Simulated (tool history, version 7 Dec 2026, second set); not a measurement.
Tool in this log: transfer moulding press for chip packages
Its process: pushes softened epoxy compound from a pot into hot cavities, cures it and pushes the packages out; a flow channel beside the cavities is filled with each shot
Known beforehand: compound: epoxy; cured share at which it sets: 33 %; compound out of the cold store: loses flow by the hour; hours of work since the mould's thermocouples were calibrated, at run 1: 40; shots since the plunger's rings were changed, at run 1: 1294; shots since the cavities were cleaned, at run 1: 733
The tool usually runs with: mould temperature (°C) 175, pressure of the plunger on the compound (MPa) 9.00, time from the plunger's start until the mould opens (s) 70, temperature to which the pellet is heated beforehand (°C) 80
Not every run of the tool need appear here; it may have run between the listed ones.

run,day,mould temperature (°C),pressure of the plunger on the compound (MPa),time from the plunger's start until the mould opens (s),temperature to which the pellet is heated beforehand (°C),hours of work since the mould's thermocouples were calibrated,shots since the plunger's rings were changed,shots since the cavities were cleaned,incoming compound's hours out of the cold store,length that the compound runs in the flow channel (mm),greatest force on the pins that push the packages out (N)
1,0.000,175,9.00,70,80,40,1294,733,32.4,838,398
2,0.833,175,9.00,70,80,54,1658,1097,27.4,878,394
# day 1.004: cavities cleaned with cleaning compound and waxed
3,1.379,175,9.00,105,80,63,1867,163,26.8,875,252
4,1.888,175,9.00,68,80,71,2089,385,39.3,831,400
5,2.617,175,9.00,70,80,84,2406,702,40.2,798,388
6,3.512,175,9.00,70,80,99,2796,1092,14.9,945,423
# day 3.662: cavities cleaned with cleaning compound and waxed
7,4.092,175,9.00,70,80,108,3021,186,30.4,852,381
8,4.958,175,9.00,70,80,123,3398,563,12.8,947,432
9,5.462,175,9.00,70,80,132,3619,784,29.7,863,381
# day 6.312: cavities cleaned with cleaning compound and waxed
10,6.375,175,9.00,70,79,146,3989,27,44.8,779,374
11,7.088,175,9.00,70,79,159,4298,336,33.8,838,389
12,7.579,175,9.00,70,79,167,4513,551,17.1,937,409
13,8.183,178,9.00,70,80,177,4775,813,9.0,977,348
# day 8.662: plunger's sealing rings changed
14,8.954,178,9.00,70,80,189,127,1104,13.2,935,339
# day 9.104: cavities cleaned with cleaning compound and waxed
15,9.879,169,8.98,70,79,204,503,339,17.7,947,662
16,10.392,175,9.00,51,85,212,725,561,27.7,879,807

Estimate the outcome of run 17 from the log above:
17,11.062,175,9.00,61,80,224,1018,854,13.9,?,?

Run 17 came out at length that the compound runs in the flow channel (mm) 954, greatest force on the pins that push the packages out (N) 589.
Without the tool's hidden state the same run would have given length that the compound runs in the flow channel (mm) 954, greatest force on the pins that push the packages out (N) 580.

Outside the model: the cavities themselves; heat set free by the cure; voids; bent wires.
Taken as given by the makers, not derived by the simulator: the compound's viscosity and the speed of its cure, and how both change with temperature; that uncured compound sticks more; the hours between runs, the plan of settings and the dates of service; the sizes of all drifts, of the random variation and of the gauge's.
